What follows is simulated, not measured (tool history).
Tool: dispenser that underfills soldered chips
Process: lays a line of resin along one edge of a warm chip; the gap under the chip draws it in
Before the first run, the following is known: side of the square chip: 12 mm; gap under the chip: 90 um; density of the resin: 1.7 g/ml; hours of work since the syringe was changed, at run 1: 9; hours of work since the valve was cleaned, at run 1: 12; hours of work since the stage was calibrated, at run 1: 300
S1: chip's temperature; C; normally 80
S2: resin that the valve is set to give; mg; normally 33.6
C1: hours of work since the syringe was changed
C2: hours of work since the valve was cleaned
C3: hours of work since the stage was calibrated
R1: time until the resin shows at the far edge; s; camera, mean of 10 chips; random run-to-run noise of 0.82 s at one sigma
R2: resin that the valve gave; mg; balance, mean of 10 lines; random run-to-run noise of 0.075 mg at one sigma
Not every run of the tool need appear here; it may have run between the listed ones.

run,hour,S1,S2,C1,C2,C3,R1,R2
1,0,80,33.6,9,12,300,163.6,33.56
# hour 5.1: new syringe of resin
2,6.5,80,33.6,1,16,304,86.6,33.35
3,12.5,80,33.6,5,20,309,123.2,33.29
4,18.6,80,33.6,10,25,313,175.3,33.06
# hour 21.8: new syringe of resin
5,27.5,66,33.6,4,31,319,179.1,33.15
# hour 38: new syringe of resin
6,38.7,89,33.6,0,39,327,62.6,32.79
7,50.5,89,33.6,9,47,336,125.3,32.61
# hour 54.6: new syringe of resin
# hour 57.1: stage's temperature calibrated
8,58.3,80,33.6,2,52,1,87,32.62

Run 9 has not been measured yet. What should we expect?
9,69.4,80,42.7,10,60,9,?,?

R1: 168.4 s
R2: 41.24 mg
Take away the tool's hidden state, keep the run-to-run variation as it was, and the same run would have given R1 74.5 s, R2 42.82 mg.
